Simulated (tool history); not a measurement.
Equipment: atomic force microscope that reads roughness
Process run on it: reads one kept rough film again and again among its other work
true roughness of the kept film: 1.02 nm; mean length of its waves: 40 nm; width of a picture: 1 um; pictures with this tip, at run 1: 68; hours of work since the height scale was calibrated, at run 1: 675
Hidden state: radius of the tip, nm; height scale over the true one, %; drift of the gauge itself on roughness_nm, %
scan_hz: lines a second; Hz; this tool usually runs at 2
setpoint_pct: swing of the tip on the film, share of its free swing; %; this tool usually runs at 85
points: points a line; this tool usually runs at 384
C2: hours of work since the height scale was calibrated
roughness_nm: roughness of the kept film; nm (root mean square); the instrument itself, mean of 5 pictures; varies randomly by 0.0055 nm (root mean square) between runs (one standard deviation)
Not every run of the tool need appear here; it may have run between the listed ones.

Run 1, hour 0: usual settings; pictures with this tip 68; C2 675. Result: roughness_nm 0.944 nm (root mean square).
Run 2, hour 68: usual settings; pictures with this tip 187; C2 716. Result: roughness_nm 0.913 nm (root mean square).
At hour 105.9: new tip fitted.
Run 3, hour 150.8: usual settings; pictures with this tip 79; C2 766. Result: roughness_nm 0.931 nm (root mean square).
Run 4, hour 233.6: usual settings but setpoint_pct 87 %; pictures with this tip 225; C2 816. Result: roughness_nm 0.905 nm (root mean square).
At hour 253.9: new tip fitted.
Run 5, hour 275.6: usual settings but setpoint_pct 87 %; pictures with this tip 38; C2 841. Result: roughness_nm 0.929 nm (root mean square).
Run 6, hour 347.1: usual settings but setpoint_pct 64 %; pictures with this tip 163; C2 884. Result: roughness_nm 0.962 nm (root mean square).
At hour 401: new tip fitted.
Run 7, hour 413.9: usual settings but setpoint_pct 64 %; pictures with this tip 23; C2 924. Result: roughness_nm 0.989 nm (root mean square).
Run 8, hour 454.6: usual settings but scan_hz 3.46 Hz; pictures with this tip 95; C2 949. Result: roughness_nm 0.892 nm (root mean square).
Run 9, hour 491.2: usual settings but scan_hz 1.69 Hz; pictures with this tip 159; C2 971. Result: roughness_nm 0.939 nm (root mean square).
Run 10, hour 533.6: usual settings but scan_hz 1.69 Hz; pictures with this tip 233; C2 997. Result: roughness_nm 0.921 nm (root mean square).
At hour 546.3: new tip fitted.
Run 11, hour 601.8: usual settings but scan_hz 1.69 Hz; pictures with this tip 98; C2 1038. Result: roughness_nm 0.931 nm (root mean square).
Run 12, hour 679.4: usual settings but scan_hz 1.69 Hz; pictures with this tip 234; C2 1085. Result: roughness_nm 0.929 nm (root mean square).
At hour 693.1: new tip fitted.
At hour 712: height scale calibrated on a step standard.
Run 13, hour 756.3: usual settings but scan_hz 1.69 Hz; pictures with this tip 110; C2 27. Result: roughness_nm 0.924 nm (root mean square).
Run 14, hour 831.1: usual settings but scan_hz 1.69 Hz; pictures with this tip 241; C2 72. Result: roughness_nm 0.899 nm (root mean square).
At hour 841.5: new tip fitted.
Run 15, hour 902.6: usual settings but setpoint_pct 59 %; pictures with this tip 107; C2 115. Result: roughness_nm 0.946 nm (root mean square).
Run 16, hour 951.8: usual settings; pictures with this tip 194; C2 145. Result: roughness_nm 0.898 nm (root mean square).
At hour 988: new tip fitted.
Run 17, hour 1021: usual settings; pictures with this tip 58; C2 186. Result: roughness_nm 0.918 nm (root mean square).
Run 18, hour 1104: usual settings; pictures with this tip 204; C2 237. Result: roughness_nm 0.897 nm (root mean square).
At hour 1133.1: new tip fitted.
Run 19, hour 1153.7: usual settings; pictures with this tip 36; C2 266. Result: roughness_nm 0.927 nm (root mean square).
Run 20, hour 1219.9: usual settings; pictures with this tip 152; C2 306. Result: roughness_nm 0.906 nm (root mean square).
At hour 1280: new tip fitted.
Run 21, hour 1306.2: usual settings; pictures with this tip 46; C2 358. Result: roughness_nm 0.926 nm (root mean square).
Run 22, hour 1385.6: usual settings; pictures with this tip 186; C2 406. Result: roughness_nm 0.918 nm (root mean square).
At hour 1426.4: new tip fitted.
Run 23, hour 1445.1: usual settings; pictures with this tip 32; C2 442. Result: roughness_nm 0.931 nm (root mean square).
Run 24, hour 1486.9: usual settings; pictures with this tip 106; C2 467. Result: roughness_nm 0.925 nm (root mean square).
Run 25, hour 1540.3: usual settings; pictures with this tip 200; C2 500. Result: roughness_nm 0.909 nm (root mean square).
At hour 1572.2: new tip fitted.
Run 26, hour 1581.2: usual settings but points 628; pictures with this tip 16; C2 524. Result: roughness_nm 0.935 nm (root mean square).
Run 27, hour 1618.4: usual settings but points 628; pictures with this tip 81; C2 546. Result: roughness_nm 0.934 nm (root mean square).
Run 28, hour 1697.4: usual settings but scan_hz 3.59 Hz, setpoint_pct 69 %; pictures with this tip 220; C2 594. Result: roughness_nm 0.925 nm (root mean square).
At hour 1717.7: new tip fitted.
Run 29, hour 1738.6: usual settings but scan_hz 1.19 Hz, points 627; pictures with this tip 37; C2 619. Result: roughness_nm 0.97 nm (root mean square).
Run 30, hour 1819.6: usual settings but scan_hz 0.75 Hz, setpoint_pct 68 %, points 287; pictures with this tip 179; C2 668. Result: roughness_nm 0.966 nm (root mean square).
At hour 1864.2: new tip fitted.
Run 31, hour 1883.8: usual settings but scan_hz 2.31 Hz, setpoint_pct 70 %, points 501; pictures with this tip 34; C2 706. Result: roughness_nm 0.954 nm (root mean square).
Run 32, hour 1922.4: usual settings but scan_hz 1.64 Hz, setpoint_pct 74 %, points 607; pictures with this tip 102; C2 730. Result: roughness_nm 0.957 nm (root mean square).
Run 33, hour 1991.8: usual settings but scan_hz 1.64 Hz, setpoint_pct 74 %, points 607; pictures with this tip 224; C2 772. Result: roughness_nm 0.94 nm (root mean square).
At hour 2011.5: new tip fitted.
Run 34, hour 2068.7: usual settings but scan_hz 0.62 Hz, setpoint_pct 76 %, points 433; pictures with this tip 101; C2 818. Result: roughness_nm 0.979 nm (root mean square).
Run 35, hour 2121.6: usual settings but scan_hz 3.16 Hz, setpoint_pct 63 %, points 564; pictures with this tip 194; C2 850. Result: roughness_nm 0.955 nm (root mean square).
At hour 2160.5: new tip fitted.
Run 36, hour 2160.5: usual settings but scan_hz 0.87 Hz, setpoint_pct 89 %; pictures with this tip 0; C2 873. Result: roughness_nm 0.973 nm (root mean square).
Run 37, hour 2206.2: usual settings but setpoint_pct 90 %, points 284; pictures with this tip 81; C2 901. Result: roughness_nm 0.929 nm (root mean square).
Run 38, hour 2284.3: usual settings but setpoint_pct 90 %, points 284; pictures with this tip 218; C2 948. Result: roughness_nm 0.89 nm (root mean square).
At hour 2311.5: new tip fitted.
Run 39, hour 2372.4: usual settings but scan_hz 0.66 Hz, setpoint_pct 61 %, points 306; pictures with this tip 107; C2 1001. Result: roughness_nm 0.978 nm (root mean square).
Run 40, hour 2419.5: usual settings but scan_hz 1.49 Hz, setpoint_pct 66 %; pictures with this tip 190; C2 1030. Result: roughness_nm 0.961 nm (root mean square).
At hour 2458: new tip fitted.
Run 41, hour 2477.2: usual settings but scan_hz 1.49 Hz, setpoint_pct 66 %; pictures with this tip 33; C2 1064. Result: roughness_nm 0.997 nm (root mean square).
At hour 2540.5: height scale calibrated on a step standard.
Run 42, hour 2560.2: usual settings but scan_hz 0.62 Hz, setpoint_pct 63 %, points 962; pictures with this tip 178; C2 12. Result: roughness_nm 0.949 nm (root mean square).
At hour 2606.7: new tip fitted.
Run 43, hour 2622.1: usual settings but setpoint_pct 80 %; pictures with this tip 28; C2 49. Result: roughness_nm 0.946 nm (root mean square).
Run 44, hour 2708.5: usual settings but scan_hz 0.98 Hz, points 676; pictures with this tip 179; C2 101. Result: roughness_nm 0.932 nm (root mean square).
At hour 2751.7: new tip fitted.
Run 45, hour 2790.3: usual settings but scan_hz 3.59 Hz, points 460; pictures with this tip 67; C2 151. Result: roughness_nm 0.877 nm (root mean square).
Run 46, hour 2825.8: usual settings but scan_hz 3.59 Hz, points 280; pictures with this tip 130; C2 172. Result: roughness_nm 0.863 nm (root mean square).
Run 47, hour 2882.9: usual settings but scan_hz 3.59 Hz, setpoint_pct 74 %, points 280; pictures with this tip 230; C2 207. Result: roughness_nm 0.899 nm (root mean square).
At hour 2898.6: new tip fitted.
Run 48, hour 2960.8: usual settings but scan_hz 3.59 Hz, setpoint_pct 74 %, points 280; pictures with this tip 109; C2 253. Result: roughness_nm 0.903 nm (root mean square).
Run 49, hour 2998.5: usual settings but scan_hz 3.59 Hz, setpoint_pct 74 %, points 280; pictures with this tip 176; C2 276. Result: roughness_nm 0.905 nm (root mean square).
Run 50, hour 3040: usual settings but scan_hz 3.59 Hz, setpoint_pct 74 %, points 280; pictures with this tip 249; C2 301. Result: roughness_nm 0.888 nm (root mean square).

Describe how what the log doesn't record of the tool's condition differs between the last listed run preceding each entry between runs and the first listed run following it.
From run 2 to run 3: new tip fitted (hour 105.9)
  radius of the tip, nm: 24.8 -> 16.7; height scale over the true one, %: 1.97 -> 2.11
  measured less the result without the state, roughness_nm: -0.014 -> +0.004 nm (root mean square)
From run 4 to run 5: new tip fitted (hour 253.9)
  radius of the tip, nm: 27.2 -> 13.8; height scale over the true one, %: 2.24 -> 2.31
  measured less the result without the state, roughness_nm: -0.018 -> +0.013 nm (root mean square)
From run 6 to run 7: new tip fitted (hour 401)
  radius of the tip, nm: 22.8 -> 12.2; height scale over the true one, %: 2.43 -> 2.55
  measured less the result without the state, roughness_nm: -0.006 -> +0.02 nm (root mean square)
From run 10 to run 11: new tip fitted (hour 546.3)
  radius of the tip, nm: 28.8 -> 18; height scale over the true one, %: 2.74 -> 2.84
  measured less the result without the state, roughness_nm: -0.016 -> +0.008 nm (root mean square)
From run 12 to run 13: new tip fitted (hour 693.1); height scale calibrated on a step standard (hour 712)
  radius of the tip, nm: 28.4 -> 17.8; height scale over the true one, %: 2.96 -> 0.11
  measured less the result without the state, roughness_nm: -0.014 -> -0.017 nm (root mean square)
From run 14 to run 15: new tip fitted (hour 841.5)
  radius of the tip, nm: 27.5 -> 18.2; height scale over the true one, %: 0.23 -> 0.35
  measured less the result without the state, roughness_nm: -0.037 -> -0.016 nm (root mean square)
From run 16 to run 17: new tip fitted (hour 988)
  radius of the tip, nm: 24.7 -> 15; height scale over the true one, %: 0.43 -> 0.53
  measured less the result without the state, roughness_nm: -0.028 -> -0.007 nm (root mean square)
From run 18 to run 19: new tip fitted (hour 1133.1)
  radius of the tip, nm: 25.2 -> 13.5; height scale over the true one, %: 0.67 -> 0.75
  measured less the result without the state, roughness_nm: -0.028 -> -0.001 nm (root mean square)
From run 20 to run 21: new tip fitted (hour 1280)
  radius of the tip, nm: 21.3 -> 13.8; height scale over the true one, %: 0.85 -> 1
  measured less the result without the state, roughness_nm: -0.017 -> +0 nm (root mean square)
From run 22 to run 23: new tip fitted (hour 1426.4)
  radius of the tip, nm: 24.2 -> 12.7; height scale over the true one, %: 1.12 -> 1.21
  measured less the result without the state, roughness_nm: -0.022 -> +0.005 nm (root mean square)
From run 25 to run 26: new tip fitted (hour 1572.2)
  radius of the tip, nm: 24.6 -> 12.6; height scale over the true one, %: 1.37 -> 1.42
  measured less the result without the state, roughness_nm: -0.02 -> +0.007 nm (root mean square)
From run 28 to run 29: new tip fitted (hour 1717.7)
  radius of the tip, nm: 28.6 -> 13.3; height scale over the true one, %: 1.61 -> 1.68
  measured less the result without the state, roughness_nm: -0.027 -> +0.008 nm (root mean square)
From run 30 to run 31: new tip fitted (hour 1864.2)
  radius of the tip, nm: 24.5 -> 12.9; height scale over the true one, %: 1.81 -> 1.91
  measured less the result without the state, roughness_nm: -0.017 -> +0.012 nm (root mean square)
From run 33 to run 34: new tip fitted (hour 2011.5)
  radius of the tip, nm: 28.1 -> 17.3; height scale over the true one, %: 2.1 -> 2.21
  measured less the result without the state, roughness_nm: -0.021 -> +0.004 nm (root mean square)
From run 35 to run 36: new tip fitted (hour 2160.5)
  radius of the tip, nm: 24.1 -> 11.3; height scale over the true one, %: 2.3 -> 2.37
  measured less the result without the state, roughness_nm: -0.011 -> +0.02 nm (root mean square)
From run 38 to run 39: new tip fitted (hour 2311.5)
  radius of the tip, nm: 27.2 -> 18.2; height scale over the true one, %: 2.56 -> 2.7
  measured less the result without the state, roughness_nm: -0.015 -> +0.007 nm (root mean square)
From run 40 to run 41: new tip fitted (hour 2458)
  radius of the tip, nm: 24.5 -> 12.5; height scale over the true one, %: 2.77 -> 2.87
  measured less the result without the state, roughness_nm: -0.008 -> +0.022 nm (root mean square)
From run 41 to run 42: height scale calibrated on a step standard (hour 2540.5)
  radius of the tip, nm: 12.5 -> 23.6; height scale over the true one, %: 2.87 -> 0.2
  measured less the result without the state, roughness_nm: +0.022 -> -0.03 nm (root mean square)
From run 42 to run 43: new tip fitted (hour 2606.7)
  radius of the tip, nm: 23.6 -> 11.8; height scale over the true one, %: 0.2 -> 0.31
  measured less the result without the state, roughness_nm: -0.03 -> -0.001 nm (root mean square)
From run 44 to run 45: new tip fitted (hour 2751.7)
  radius of the tip, nm: 24 -> 15.6; height scale over the true one, %: 0.44 -> 0.57
  measured less the result without the state, roughness_nm: -0.027 -> -0.007 nm (root mean square)
From run 47 to run 48: new tip fitted (hour 2898.6)
  radius of the tip, nm: 28 -> 18.7; height scale over the true one, %: 0.72 -> 0.84
  measured less the result without the state, roughness_nm: -0.033 -> -0.011 nm (root mean square)
